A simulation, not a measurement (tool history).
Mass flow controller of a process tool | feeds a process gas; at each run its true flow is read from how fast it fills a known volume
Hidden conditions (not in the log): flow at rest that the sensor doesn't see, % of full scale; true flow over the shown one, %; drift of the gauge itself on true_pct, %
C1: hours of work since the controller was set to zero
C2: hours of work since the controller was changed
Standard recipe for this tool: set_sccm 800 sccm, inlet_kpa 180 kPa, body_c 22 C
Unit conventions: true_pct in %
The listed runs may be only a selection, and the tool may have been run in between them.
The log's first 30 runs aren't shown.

{"run": 31, "day": 184.308, "set_sccm": 582, "inlet_kpa": 180, "body_c": 31, "C1": 2131, "C2": 2131, "true_pct": 99.82}
{"run": 32, "day": 190.362, "set_sccm": 756, "inlet_kpa": 207, "body_c": 29, "C1": 2187, "C2": 2187, "true_pct": 100.13}
{"run": 33, "day": 197.262, "set_sccm": 756, "inlet_kpa": 207, "body_c": 29, "C1": 2251, "C2": 2251, "true_pct": 100.17}
{"run": 34, "day": 202.104, "set_sccm": 756, "inlet_kpa": 207, "body_c": 29, "C1": 2295, "C2": 2295, "true_pct": 100.21}
{"run": 35, "day": 206.212, "set_sccm": 800, "inlet_kpa": 181, "body_c": 33, "C1": 2333, "C2": 2333, "true_pct": 100.08}
{"run": 36, "day": 210.154, "set_sccm": 625, "inlet_kpa": 219, "body_c": 23, "C1": 2370, "C2": 2370, "true_pct": 100.31}
{"run": 37, "day": 214.767, "set_sccm": 985, "inlet_kpa": 180, "body_c": 30, "C1": 2413, "C2": 2413, "true_pct": 100.56}
{"run": 38, "day": 219.279, "set_sccm": 800, "inlet_kpa": 241, "body_c": 22, "C1": 2454, "C2": 2454, "true_pct": 100.55}
{"run": 39, "day": 223.921, "set_sccm": 379, "inlet_kpa": 151, "body_c": 22, "C1": 2497, "C2": 2497, "true_pct": 100.28}
{"run": 40, "day": 231.579, "set_sccm": 746, "inlet_kpa": 206, "body_c": 22, "C1": 2568, "C2": 2568, "true_pct": 100.57}
{"run": 41, "day": 235.454, "set_sccm": 180, "inlet_kpa": 224, "body_c": 25, "C1": 2604, "C2": 2604, "true_pct": 100.12}
{"run": 42, "day": 242.233, "set_sccm": 386, "inlet_kpa": 176, "body_c": 24, "C1": 2667, "C2": 2667, "true_pct": 100.13}

Forecast each of these 5 alternatives for the next run:
{"run": "A", "day": 248.954, "set_sccm": 206, "inlet_kpa": 155, "body_c": 22, "C1": 2729, "C2": 2729, "true_pct": "?"}
{"run": "B", "day": 248.954, "set_sccm": 386, "inlet_kpa": 264, "body_c": 26, "C1": 2729, "C2": 2729, "true_pct": "?"}
{"run": "C", "day": 248.954, "set_sccm": 800, "inlet_kpa": 194, "body_c": 26, "C1": 2729, "C2": 2729, "true_pct": "?"}
{"run": "D", "day": 248.954, "set_sccm": 378, "inlet_kpa": 142, "body_c": 22, "C1": 2729, "C2": 2729, "true_pct": "?"}
{"run": "E", "day": 248.954, "set_sccm": 386, "inlet_kpa": 256, "body_c": 24, "C1": 2729, "C2": 2729, "true_pct": "?"}

run=A true_pct=100.28
run=B true_pct=99.99
run=C true_pct=100.68
run=D true_pct=100.32
run=E true_pct=99.91
Take away the tool's hidden state, keep each run's random variation, and the runs would have read:
run=A true_pct=98.84
run=B true_pct=98.89
run=C true_pct=99.79
run=D true_pct=99.21
run=E true_pct=98.81
